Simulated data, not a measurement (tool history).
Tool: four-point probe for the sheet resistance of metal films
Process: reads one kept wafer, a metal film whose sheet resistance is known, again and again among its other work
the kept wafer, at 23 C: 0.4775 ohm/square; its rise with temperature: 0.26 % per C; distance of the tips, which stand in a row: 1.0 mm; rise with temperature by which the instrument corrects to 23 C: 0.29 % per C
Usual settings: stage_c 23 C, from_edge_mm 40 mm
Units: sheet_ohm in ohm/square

run,hour,stage_c,from_edge_mm,sheet_ohm
1,0,23,40,0.476794
2,49.8,23,7,0.481889
3,88.1,23,18,0.477432
4,116.8,23,18,0.47753
# hour 120.4: stage's thermometer calibrated
5,140.2,23,18,0.477353
6,170.3,23,18,0.477279
7,216.8,23,18,0.477265
8,270.1,23,18,0.477302
9,311.4,22,71,0.476728
10,343.5,23,48,0.476526

Forecast each of these 3 alternatives for the next run:
A,395.3,22,40,?
B,395.3,23,46,?
C,395.3,23,20,?

run,sheet_ohm
A,0.4765
B,0.47642
C,0.476965
Without the tool's hidden state the same runs would have given:
run,sheet_ohm
A,0.477708
B,0.477628
C,0.478174

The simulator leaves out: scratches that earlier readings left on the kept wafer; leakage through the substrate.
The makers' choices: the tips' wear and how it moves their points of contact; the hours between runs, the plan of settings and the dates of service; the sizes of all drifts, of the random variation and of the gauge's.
